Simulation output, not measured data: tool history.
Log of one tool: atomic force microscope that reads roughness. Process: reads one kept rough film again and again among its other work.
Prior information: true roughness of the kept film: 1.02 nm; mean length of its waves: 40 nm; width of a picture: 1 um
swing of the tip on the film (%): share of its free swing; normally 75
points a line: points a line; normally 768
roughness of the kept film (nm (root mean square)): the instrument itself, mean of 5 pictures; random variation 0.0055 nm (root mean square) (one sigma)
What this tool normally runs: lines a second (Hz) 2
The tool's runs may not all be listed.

run	day	lines a second (Hz)	swing of the tip on the film (%)	points a line	roughness of the kept film (nm (root mean square))
1	0.000	2	75	768	0.933
2	0.417	2	75	768	0.937
3	0.675	2	75	768	0.926
4	1.188	2	75	585	0.932
5	1.575	2	73	585	0.923
6	2.038	2	75	768	0.914
7	2.296	2	75	351	0.921
8	2.804	2	75	351	0.913
9	3.267	2	75	768	0.925
10	3.642	2	75	768	0.924
11	4.075	2	75	768	0.923

Run 12 is up next; what results do you expect?
12	4.421	2	75	768	?

{"run 12": {"roughness of the kept film (nm (root mean square))": 0.92}}
The same run, on a tool lacking any hidden state, would have yielded roughness of the kept film (nm (root mean square)) 0.952.

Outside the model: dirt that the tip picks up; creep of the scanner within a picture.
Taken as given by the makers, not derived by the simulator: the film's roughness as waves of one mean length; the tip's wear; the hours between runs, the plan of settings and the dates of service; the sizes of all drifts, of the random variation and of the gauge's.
